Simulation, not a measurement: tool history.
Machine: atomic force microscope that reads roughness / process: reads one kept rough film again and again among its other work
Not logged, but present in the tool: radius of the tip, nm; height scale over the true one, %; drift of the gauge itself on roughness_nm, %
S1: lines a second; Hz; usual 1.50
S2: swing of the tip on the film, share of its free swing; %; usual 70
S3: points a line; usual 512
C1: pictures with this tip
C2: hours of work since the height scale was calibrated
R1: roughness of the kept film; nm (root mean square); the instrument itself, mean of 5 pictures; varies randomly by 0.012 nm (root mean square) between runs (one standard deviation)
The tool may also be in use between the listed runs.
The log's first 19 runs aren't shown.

run   hour    S1  S2   S3   C1   C2     R1
 20  153.3  2.46  66  512  145  136  2.924
 21  160.5  2.46  66  512  158  141  2.912
 22  171.2  1.15  64  351  177  147  2.984
 23  178.7  3.36  60  288  190  152  2.898
 24  188.9  3.36  60  288  209  159  2.931
 25  196.9  3.36  60  288  223  164  2.915
 26  202.4  3.36  82  288  233  167  2.660
 27  213.0  3.36  82  288  253  174  2.671
 28  220.2  3.36  82  288  265  179  2.665
 29  230.6  3.36  82  288  284  186  2.676
 30  241.1  0.56  77  288  303  192  2.977
     245.1  -- new tip fitted
 31  249.1  2.65  70  512    8  197  2.876
 32  255.6  1.53  63  512   20  201  2.979
 33  262.3  1.53  63  512   32  206  2.979
 34  269.8  3.75  63  571   45  210  2.902
 35  277.9  2.86  63  363   60  216  2.921
 36  283.7  2.86  63  363   70  219  2.925
 37  291.3  2.86  63  363   84  224  2.916
 38  301.2  2.86  63  363  102  231  2.906

Each row is a separate what-if for the run after 38, all from the same tool condition, not one after another. Results?
  A  310.3  2.86  63  297  118  237   ?
  B  310.3  3.42  70  512  118  237   ?
  C  310.3  2.91  70  567  118  237   ?
  D  310.3  1.50  89  326  118  237   ?

run     R1
  A  2.930
  B  2.849
  C  2.867
  D  2.806
With the hidden condition removed and each run's random variation left untouched, the same runs would have given:
run     R1
  A  2.932
  B  2.850
  C  2.869
  D  2.807
